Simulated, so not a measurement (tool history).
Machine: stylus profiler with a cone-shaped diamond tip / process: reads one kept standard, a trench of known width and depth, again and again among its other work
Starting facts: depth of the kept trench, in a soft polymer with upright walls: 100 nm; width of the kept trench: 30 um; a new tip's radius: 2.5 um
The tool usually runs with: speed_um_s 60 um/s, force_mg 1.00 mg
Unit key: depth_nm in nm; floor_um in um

run    hour  speed_um_s  force_mg  depth_nm  floor_um
  1     0.0          60      1.00    100.97     28.10
  2    77.7          60      1.00    100.92     28.03
  3   129.5          60      1.00    100.92     28.01
  4   168.6          60      1.00    100.90     28.01
  5   229.8          60      1.00    100.92     28.03
  6   304.6          60      1.00    100.95     27.95
  7   338.2          60      1.00    101.08     27.96
  8   393.1          60      2.08    101.55     28.11
  9   430.1          60      2.08    101.63     28.12
 10   507.4          60      2.08    101.83     28.08
 11   585.4          60      2.08    101.75     28.10
 12   620.1          60      1.00    100.94     27.93
 13   657.1          60      1.00    101.16     27.89
 14   711.4          60      2.10    101.64     28.08
 15   743.2          60      1.00    101.15     27.93
 16   807.2          60      1.00    101.07     27.85
 17   863.6          60      1.00    100.94     27.89
 18   900.6          48      0.72    101.04     27.90
 19   933.5          48      0.72    100.93     27.90
 20   986.2          48      0.72    101.02     27.91
 21  1038.4          94      0.41    100.73     27.08
 22  1112.7          60      0.50    100.81     27.57
 23  1188.9         132      1.14    101.05     27.28
 24  1237.0          70      2.53    102.11     28.01
 25  1304.7          70      2.53    102.04     27.92
 26  1340.9          70      2.53    102.04     27.91
 27  1388.1          70      2.53    101.97     27.91
 28  1430.8          70      2.53    102.00     27.96
 29  1464.3          70      2.53    102.14     27.93
 30  1512.1          70      2.53    102.08     27.90
 31  1545.2         115      0.41    100.90     26.60
 32  1587.2         200      0.41    100.78     25.40

Selected run-to-run steps in depth_nm, each split into two signed amounts: the part the tool would show with no hidden state at all (from settings, incoming material and random variation), and the remainder, which goes to the hidden state together with any gauge scatter not common to the measured and the hidden-state-free results:
Hidden state present: radius of the tip, um; height scale over the true one, %; drift of the gauge itself on depth_nm, %; drift of the gauge itself on floor_um, %.
Run 5 -> 6: settings left as they were, no log entry in between. depth_nm +0.03 nm: hidden state +0.02, all else +0.01.
Run 10 -> 11: settings left as they were, no log entry in between. depth_nm -0.08 nm: hidden state +0.02, all else -0.10.
Run 11 -> 12: force_mg 2.08 -> 1.00. depth_nm -0.81 nm: hidden state +0.00, all else -0.81.
Run 17 -> 18: speed_um_s 60 -> 48, force_mg 1.00 -> 0.72. depth_nm +0.10 nm: hidden state +0.02, all else +0.08.
Run 23 -> 24: speed_um_s 132 -> 70, force_mg 1.14 -> 2.53. depth_nm +1.06 nm: hidden state +0.00, all else +1.06.
Run 30 -> 31: speed_um_s 70 -> 115, force_mg 2.53 -> 0.41. depth_nm -1.18 nm: hidden state +0.01, all else -1.19.
